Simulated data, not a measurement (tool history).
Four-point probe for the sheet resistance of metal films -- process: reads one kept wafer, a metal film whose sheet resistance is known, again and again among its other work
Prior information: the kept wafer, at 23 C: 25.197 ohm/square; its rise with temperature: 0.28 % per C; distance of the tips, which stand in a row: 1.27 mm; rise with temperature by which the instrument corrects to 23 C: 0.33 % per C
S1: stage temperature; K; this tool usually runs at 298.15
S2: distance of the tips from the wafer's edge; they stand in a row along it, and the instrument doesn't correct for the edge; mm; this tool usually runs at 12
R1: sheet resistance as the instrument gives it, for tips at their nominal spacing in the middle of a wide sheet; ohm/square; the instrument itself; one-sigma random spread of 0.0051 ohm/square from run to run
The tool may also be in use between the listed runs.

run   hour      S1  S2         R1
  1    0.0  298.15  12  25.417338
  2   15.0  304.15  12  25.332901
  3   46.0  298.15  12  25.422620
  4   64.4  298.15  12  25.409366
  5   92.1  298.15  12  25.430485
  6  116.4  298.15  12  25.423396
  7  145.2  291.15  12  25.521171
  8  173.8  298.15  12  25.417321
     176.1  -- stage's thermometer calibrated
  9  202.0  298.15  12  25.409051
 10  228.4  298.15   8  25.607191
 11  241.2  304.15   6  25.786664
 12  269.3  304.15   6  25.779723
 13  297.5  298.15   6  25.859994
 14  315.7  302.15   6  25.815886
 15  330.6  293.15   4  26.642288
     360.6  -- stage's thermometer calibrated, once more
 16  360.8  303.15   7  25.671856
 17  381.3  303.15  11  25.405062
 18  412.0  303.15  11  25.403545

Forecast each of these 3 alternatives for the next run:
  A  438.2  298.15   5   ?
  B  438.2  296.15  41   ?
  C  438.2  298.15   7   ?

run         R1
  A  26.145865
  B  25.334187
  C  25.749697
The same runs, with their run-to-run variation unchanged, on a tool lacking any hidden condition would have given:
run         R1
  A  26.015500
  B  25.207532
  C  25.621138
